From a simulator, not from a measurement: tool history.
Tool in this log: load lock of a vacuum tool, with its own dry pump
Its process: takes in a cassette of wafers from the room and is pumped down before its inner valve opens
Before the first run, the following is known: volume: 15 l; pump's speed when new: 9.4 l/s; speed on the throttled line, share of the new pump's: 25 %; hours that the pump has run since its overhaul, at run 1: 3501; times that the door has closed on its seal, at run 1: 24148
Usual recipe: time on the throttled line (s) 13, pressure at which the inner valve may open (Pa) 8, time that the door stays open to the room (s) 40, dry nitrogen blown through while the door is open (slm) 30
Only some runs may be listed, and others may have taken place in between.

| run | hour | time on the throttled line (s) | pressure at which the inner valve may open (Pa) | time that the door stays open to the room (s) | dry nitrogen blown through while the door is open (slm) | hours that the pump has run since its overhaul | times that the door has closed on its seal | incoming humidity of the room's air, % | time from the closed door until the inner valve may open (s) | rise of the pressure with all valves shut (Pa/min) |
|---|---|---|---|---|---|---|---|---|---|---|
| 1 | 0 | 13 | 8 | 40 | 30 | 3501 | 24148 | 48.6 | 25.5 | 0.177 |
| 2 | 208.4 | 13 | 8 | 40 | 30 | 3709 | 24764 | 47.6 | 25.7 | 0.179 |
|  | 528.9 | door's seal changed, seat wiped |
| 3 | 703.9 | 13 | 8 | 40 | 30 | 4203 | 518 | 46.3 | 25.5 | 0.032 |
| 4 | 1038.3 | 13 | 8 | 40 | 30 | 4538 | 1506 | 44.7 | 26 | 0.032 |
| 5 | 1241.6 | 25 | 8 | 40 | 30 | 4741 | 2107 | 42.5 | 34.5 | 0.041 |
| 6 | 1484.1 | 13 | 8 | 40 | 30 | 4983 | 2824 | 45.2 | 25.4 | 0.04 |
| 7 | 1774.1 | 13 | 8 | 40 | 30 | 5273 | 3682 | 46 | 25.5 | 0.043 |
| 8 | 2069.9 | 13 | 8 | 40 | 30 | 5569 | 4556 | 45.4 | 25.8 | 0.045 |
| 9 | 2393.9 | 13 | 8 | 40 | 30 | 5893 | 5514 | 41.2 | 25.9 | 0.044 |
| 10 | 2717.8 | 13 | 8 | 207 | 30 | 6217 | 6472 | 44.7 | 26 | 0.102 |
| 11 | 3034.7 | 13 | 8 | 207 | 30 | 6534 | 7409 | 50.2 | 25.9 | 0.123 |
| 12 | 3531.2 | 13 | 8 | 207 | 30 | 7030 | 8877 | 49 | 25.8 | 0.117 |
| 13 | 3840.2 | 13 | 8 | 40 | 30 | 7339 | 9790 | 46 | 26 | 0.067 |
| 14 | 4276.4 | 13 | 8 | 40 | 30 | 7776 | 11080 | 44.7 | 25.6 | 0.076 |
| 15 | 4581.4 | 13 | 8 | 40 | 30 | 8081 | 11981 | 44.2 | 26.1 | 0.073 |
| 16 | 4859.4 | 13 | 8 | 40 | 30 | 8359 | 12803 | 40.6 | 26.2 | 0.084 |
| 17 | 5264.8 | 13 | 8 | 40 | 30 | 8764 | 14002 | 44.8 | 26.3 | 0.094 |
| 18 | 5549.3 | 13 | 8 | 40 | 30 | 9049 | 14843 | 45.6 | 26.3 | 0.1 |
| 19 | 5959.9 | 13 | 8 | 40 | 30 | 9459 | 16057 | 44.6 | 26.2 | 0.111 |
| 20 | 6441.9 | 20 | 8 | 184 | 29 | 9941 | 17482 | 44.7 | 31.6 | 0.16 |
| 21 | 6864.2 | 20 | 8 | 184 | 29 | 10363 | 18730 | 45 | 31.3 | 0.176 |
| 22 | 7343.7 | 13 | 8 | 109 | 15 | 10843 | 20148 | 43.4 | 26.9 | 0.18 |
| 23 | 7668.3 | 13 | 8 | 109 | 15 | 11168 | 21108 | 45.8 | 26.8 | 0.186 |
| 24 | 7887.8 | 13 | 15 | 109 | 11 | 11387 | 21757 | 43.4 | 25.6 | 0.197 |
| 25 | 8156.4 | 13 | 15 | 109 | 11 | 11656 | 22551 | 43.1 | 25.9 | 0.197 |
| 26 | 8529.1 | 13 | 15 | 109 | 11 | 12028 | 23653 | 45.9 | 25.7 | 0.213 |
|  | 8667.4 | dry pump taken out, an overhauled one fitted |
| 27 | 8805 | 13 | 15 | 109 | 11 | 138 | 24450 | 45.2 | 23.8 | 0.224 |
|  | 9212.4 | door's seal changed, seat wiped |
| 28 | 9212.4 | 13 | 15 | 109 | 11 | 544 | 0 | 43.8 | 23.8 | 0.073 |
| 29 | 9618.4 | 13 | 15 | 109 | 11 | 949 | 1200 | 45.6 | 23.4 | 0.07 |
| 30 | 9984.9 | 13 | 15 | 109 | 11 | 1316 | 2283 | 47.7 | 24 | 0.075 |
| 31 | 10422 | 22 | 15 | 42 | 11 | 1753 | 3576 | 45.9 | 30.6 | 0.053 |
| 32 | 10844.2 | 22 | 15 | 130 | 10 | 2175 | 4824 | 46.5 | 30.8 | 0.097 |

Forecast run 33:
| 33 | 11240 | 22 | 15 | 130 | 10 | 2571 | 5994 | 45.7 | ? | ? |

time from the closed door until the inner valve may open (s): 30.6
rise of the pressure with all valves shut (Pa/min): 0.1
On a tool with no hidden condition, and with the same random variation, this run would have come out at time from the closed door until the inner valve may open (s) 30.5, rise of the pressure with all valves shut (Pa/min) 0.077.

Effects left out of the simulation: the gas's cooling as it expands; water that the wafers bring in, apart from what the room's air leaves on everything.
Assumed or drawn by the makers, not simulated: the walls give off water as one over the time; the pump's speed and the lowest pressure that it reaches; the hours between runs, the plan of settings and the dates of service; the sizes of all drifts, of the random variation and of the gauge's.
